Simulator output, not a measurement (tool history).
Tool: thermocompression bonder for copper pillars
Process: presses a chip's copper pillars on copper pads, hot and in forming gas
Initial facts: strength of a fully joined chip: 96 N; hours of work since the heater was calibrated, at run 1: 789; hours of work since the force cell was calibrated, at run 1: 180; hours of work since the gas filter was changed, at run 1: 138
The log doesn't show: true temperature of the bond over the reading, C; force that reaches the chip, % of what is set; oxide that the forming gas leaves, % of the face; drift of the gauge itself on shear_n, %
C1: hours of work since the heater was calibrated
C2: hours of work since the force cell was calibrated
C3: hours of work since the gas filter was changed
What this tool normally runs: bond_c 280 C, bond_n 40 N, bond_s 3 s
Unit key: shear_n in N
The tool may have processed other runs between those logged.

run 1 hour=0 | bond_c=280 bond_n=40 bond_s=3 | C1=789 C2=180 C3=138 | shear_n=34.2
run 2 hour=9 | bond_c=280 bond_n=40 bond_s=3 | C1=794 C2=184 C3=142 | shear_n=34.5
run 3 hour=16 | bond_c=280 bond_n=40 bond_s=3 | C1=797 C2=187 C3=146 | shear_n=34.5
run 4 hour=24.2 | bond_c=280 bond_n=40 bond_s=3 | C1=801 C2=191 C3=150 | shear_n=34.4
run 5 hour=31.3 | bond_c=295 bond_n=40 bond_s=3 | C1=804 C2=195 C3=153 | shear_n=40.7
run 6 hour=45.5 | bond_c=280 bond_n=40 bond_s=3 | C1=811 C2=202 C3=160 | shear_n=33.3
run 7 hour=57.9 | bond_c=280 bond_n=40 bond_s=3 | C1=817 C2=208 C3=166 | shear_n=33.3
run 8 hour=73.7 | bond_c=280 bond_n=40 bond_s=3 | C1=825 C2=215 C3=174 | shear_n=34.7
run 9 hour=82.7 | bond_c=280 bond_n=40 bond_s=3 | C1=829 C2=220 C3=178 | shear_n=33.8
run 10 hour=93.4 | bond_c=280 bond_n=40 bond_s=3 | C1=835 C2=225 C3=183 | shear_n=34.7
run 11 hour=102.3 | bond_c=280 bond_n=40 bond_s=3 | C1=839 C2=229 C3=188 | shear_n=32.9
run 12 hour=114.1 | bond_c=280 bond_n=32 bond_s=3 | C1=845 C2=235 C3=193 | shear_n=26.2
run 13 hour=128.5 | bond_c=280 bond_n=32 bond_s=3 | C1=852 C2=242 C3=200 | shear_n=26.3
run 14 hour=136 | bond_c=280 bond_n=32 bond_s=3 | C1=855 C2=246 C3=204 | shear_n=25.9
run 15 hour=143.4 | bond_c=280 bond_n=40 bond_s=3 | C1=859 C2=249 C3=207 | shear_n=34.5
run 16 hour=159.2 | bond_c=280 bond_n=40 bond_s=3 | C1=866 C2=257 C3=215 | shear_n=33.2
run 17 hour=175.2 | bond_c=280 bond_n=40 bond_s=4 | C1=874 C2=265 C3=223 | shear_n=37.2
run 18 hour=185.5 | bond_c=280 bond_n=40 bond_s=4 | C1=879 C2=270 C3=228 | shear_n=37.4
run 19 hour=201.6 | bond_c=280 bond_n=40 bond_s=4 | C1=887 C2=277 C3=236 | shear_n=35.5
run 20 hour=211.3 | bond_c=270 bond_n=40 bond_s=3 | C1=892 C2=282 C3=240 | shear_n=29.3
run 21 hour=220.7 | bond_c=270 bond_n=40 bond_s=3 | C1=896 C2=287 C3=245 | shear_n=28.9
run 22 hour=234.1 | bond_c=283 bond_n=51 bond_s=4 | C1=903 C2=293 C3=251 | shear_n=48.4
run 23 hour=248 | bond_c=283 bond_n=51 bond_s=4 | C1=909 C2=300 C3=258 | shear_n=46.4
run 24 hour=262.4 | bond_c=283 bond_n=51 bond_s=4 | C1=916 C2=307 C3=265 | shear_n=47.6
run 25 hour=270.3 | bond_c=309 bond_n=25 bond_s=4 | C1=920 C2=311 C3=269 | shear_n=30.8
run 26 hour=279.6 | bond_c=309 bond_n=25 bond_s=4 | C1=925 C2=315 C3=273 | shear_n=30.7
run 27 hour=294.7 | bond_c=280 bond_n=30 bond_s=4 | C1=932 C2=322 C3=281 | shear_n=27.6
-- hour=297.1 force cell calibrated
run 28 hour=306.1 | bond_c=280 bond_n=30 bond_s=4 | C1=937 C2=4 C3=285 | shear_n=25.6
run 29 hour=314.5 | bond_c=297 bond_n=40 bond_s=3 | C1=941 C2=8 C3=290 | shear_n=39.5
run 30 hour=328.3 | bond_c=279 bond_n=24 bond_s=6 | C1=948 C2=15 C3=296 | shear_n=24.2
run 31 hour=335.5 | bond_c=278 bond_n=38 bond_s=3 | C1=951 C2=19 C3=300 | shear_n=31.4
run 32 hour=348.4 | bond_c=295 bond_n=32 bond_s=2 | C1=957 C2=25 C3=306 | shear_n=25.4
-- hour=357.2 force cell calibrated, once more
run 33 hour=365.1 | bond_c=256 bond_n=25 bond_s=6 | C1=965 C2=4 C3=313 | shear_n=19.8
run 34 hour=372.2 | bond_c=280 bond_n=50 bond_s=6 | C1=968 C2=7 C3=317 | shear_n=52.5
run 35 hour=381 | bond_c=264 bond_n=40 bond_s=2 | C1=972 C2=12 C3=321 | shear_n=22.9
run 36 hour=393.2 | bond_c=264 bond_n=25 bond_s=2 | C1=978 C2=17 C3=327 | shear_n=13.3
-- hour=406.2 forming gas filter changed
run 37 hour=406.5 | bond_c=280 bond_n=40 bond_s=3 | C1=984 C2=24 C3=0 | shear_n=35
run 38 hour=421.7 | bond_c=280 bond_n=40 bond_s=3 | C1=992 C2=31 C3=8 | shear_n=34.8
run 39 hour=433.5 | bond_c=280 bond_n=40 bond_s=3 | C1=998 C2=37 C3=13 | shear_n=35.1
run 40 hour=448.9 | bond_c=266 bond_n=27 bond_s=6 | C1=1005 C2=44 C3=21 | shear_n=27.1

Difference, measured minus no-hidden-state, one row per run. Run-to-run variation is common to both terms; the gauge's own scatter need not be:
run=1 shear_n=-4.3
run=2 shear_n=-4.3
run=3 shear_n=-4.4
run=4 shear_n=-4.4
run=5 shear_n=-4.8
run=6 shear_n=-4.5
run=7 shear_n=-4.5
run=8 shear_n=-4.7
run=9 shear_n=-4.8
run=10 shear_n=-4.8
run=11 shear_n=-4.9
run=12 shear_n=-4
run=13 shear_n=-4.1
run=14 shear_n=-4.1
run=15 shear_n=-5.2
run=16 shear_n=-5.2
run=17 shear_n=-5.6
run=18 shear_n=-5.8
run=19 shear_n=-5.7
run=20 shear_n=-5
run=21 shear_n=-5.1
run=22 shear_n=-7.1
run=23 shear_n=-7
run=24 shear_n=-7.3
run=25 shear_n=-5.2
run=26 shear_n=-5.3
run=27 shear_n=-5.1
run=28 shear_n=-5.4
run=29 shear_n=-7.1
run=30 shear_n=-5.2
run=31 shear_n=-6.2
run=32 shear_n=-5.3
run=33 shear_n=-3.7
run=34 shear_n=-7.4
run=35 shear_n=-4.2
run=36 shear_n=-2.6
run=37 shear_n=-3.6
run=38 shear_n=-3.7
run=39 shear_n=-3.7
run=40 shear_n=-3.2
